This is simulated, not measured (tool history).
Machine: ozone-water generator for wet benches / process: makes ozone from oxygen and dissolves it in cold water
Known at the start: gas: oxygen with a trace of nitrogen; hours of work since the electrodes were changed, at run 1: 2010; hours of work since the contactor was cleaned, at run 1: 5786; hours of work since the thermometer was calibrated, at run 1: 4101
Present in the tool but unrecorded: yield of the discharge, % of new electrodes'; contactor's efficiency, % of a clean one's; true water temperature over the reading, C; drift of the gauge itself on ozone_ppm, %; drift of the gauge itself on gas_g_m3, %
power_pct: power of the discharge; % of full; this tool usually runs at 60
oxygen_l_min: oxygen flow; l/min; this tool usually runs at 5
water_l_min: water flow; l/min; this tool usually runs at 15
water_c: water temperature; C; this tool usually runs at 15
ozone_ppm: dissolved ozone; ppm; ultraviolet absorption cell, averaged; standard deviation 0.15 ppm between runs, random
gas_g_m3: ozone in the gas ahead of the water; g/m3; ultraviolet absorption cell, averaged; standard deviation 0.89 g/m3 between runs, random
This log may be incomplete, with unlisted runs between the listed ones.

run	hour	power_pct	oxygen_l_min	water_l_min	water_c	hours of work since the electrodes were changed	hours of work since the contactor was cleaned	hours of work since the thermometer was calibrated	ozone_ppm	gas_g_m3
1	0	60	5	15	15	2010	5786	4101	16.9	144.5
2	95.7	73	5	15	15	2082	5858	4173	18.6	161
# hour 129.5: water thermometer calibrated
3	177.1	73	5	15	15	2143	5919	36	19.2	159.4
4	235	73	5	15	15	2187	5963	79	19	158.2
5	312.4	60	5	15	15	2245	6021	138	17.1	141.3
6	356.6	55	5	15	15	2278	6054	171	15.8	135.9
7	407.4	55	5	15	9	2316	6092	209	17.6	135.4
8	501.3	55	5	15	9	2387	6163	280	17.3	136.5
9	595.2	60	5	22	15	2457	6233	350	12.4	140.8
10	650.7	60	5	21	15	2499	6275	392	12.9	142.5
11	728	60	5	21	15	2557	6333	450	12.9	142.1
12	779	60	5	18	15	2596	6372	488	14.6	140.9
13	858.1	60	5	18	15	2655	6431	548	14.6	142.3
14	934.1	60	5	18	15	2712	6488	605	14.5	141.3
15	1042	60	5	17	15	2793	6569	686	15	140.4
16	1112	60	5	17	15	2846	6622	739	14.9	140.5
17	1194.6	60	3.34	15	15	2908	6684	801	15.6	167.7
18	1301.7	98	7.01	9	15	2988	6765	881	30	163.5
19	1350.6	52	8.64	14	15	3025	6801	918	16.3	104.1
# hour 1393.8: contactor cleaned
20	1417.1	60	3.02	22	15	3072	17	965	11.8	173.8
21	1524.5	69	4.53	23	15	3153	98	1046	13.5	160.2
22	1583.1	86	5	10	15	3197	142	1090	28.3	173.3
23	1636.9	53	5	21	15	3237	183	1130	12.9	130.2
24	1703.2	53	5	21	15	3287	233	1180	12.9	130.8
25	1758.6	41	6.74	15	15	3329	274	1222	14.6	99.3
26	1809.7	41	6.74	15	15	3367	313	1260	14.5	100.3
27	1908	41	6.74	15	15	3441	386	1334	14.6	99.5
28	2001.7	98	6.07	15	15	3512	457	1404	23.7	170.9
29	2049.9	98	6.07	15	15	3548	493	1441	23.7	169.6
30	2157	42	6.75	10	15	3628	574	1521	18.5	100.5
31	2221.2	99	7.32	10	22	3677	622	1569	25.4	157.7
32	2329.1	99	7.32	10	22	3758	703	1650	25.3	156.9
33	2407.9	99	7.32	14	19	3817	762	1710	22.6	156.2
34	2498.8	51	8.9	10	8	3885	831	1778	23	99.2

How would selected steps in ozone_ppm from run to run divide? Give the signed amount a tool lacking its hidden state would still show from settings, what came in and random variation, and the signed amount left for the hidden state, including any gauge scatter that is not in both of the compared results.
Run 17 -> 18: power_pct 60 -> 98, oxygen_l_min 3.34 -> 7.01, water_l_min 15 -> 9. ozone_ppm +14.4 ppm: hidden state -2.3, all else +16.7.
Run 18 -> 19: power_pct 98 -> 52, oxygen_l_min 7.01 -> 8.64, water_l_min 9 -> 14. ozone_ppm -13.7 ppm: hidden state +2.2, all else -15.9.
Run 19 -> 20: power_pct 52 -> 60, oxygen_l_min 8.64 -> 3.02, water_l_min 14 -> 22, contactor cleaned. ozone_ppm -4.5 ppm: hidden state +1.6, all else -6.1.
Run 21 -> 22: power_pct 69 -> 86, oxygen_l_min 4.53 -> 5, water_l_min 23 -> 10. ozone_ppm +14.8 ppm: hidden state -1.2, all else +16.
Run 22 -> 23: power_pct 86 -> 53, water_l_min 10 -> 21. ozone_ppm -15.4 ppm: hidden state +1.3, all else -16.7.

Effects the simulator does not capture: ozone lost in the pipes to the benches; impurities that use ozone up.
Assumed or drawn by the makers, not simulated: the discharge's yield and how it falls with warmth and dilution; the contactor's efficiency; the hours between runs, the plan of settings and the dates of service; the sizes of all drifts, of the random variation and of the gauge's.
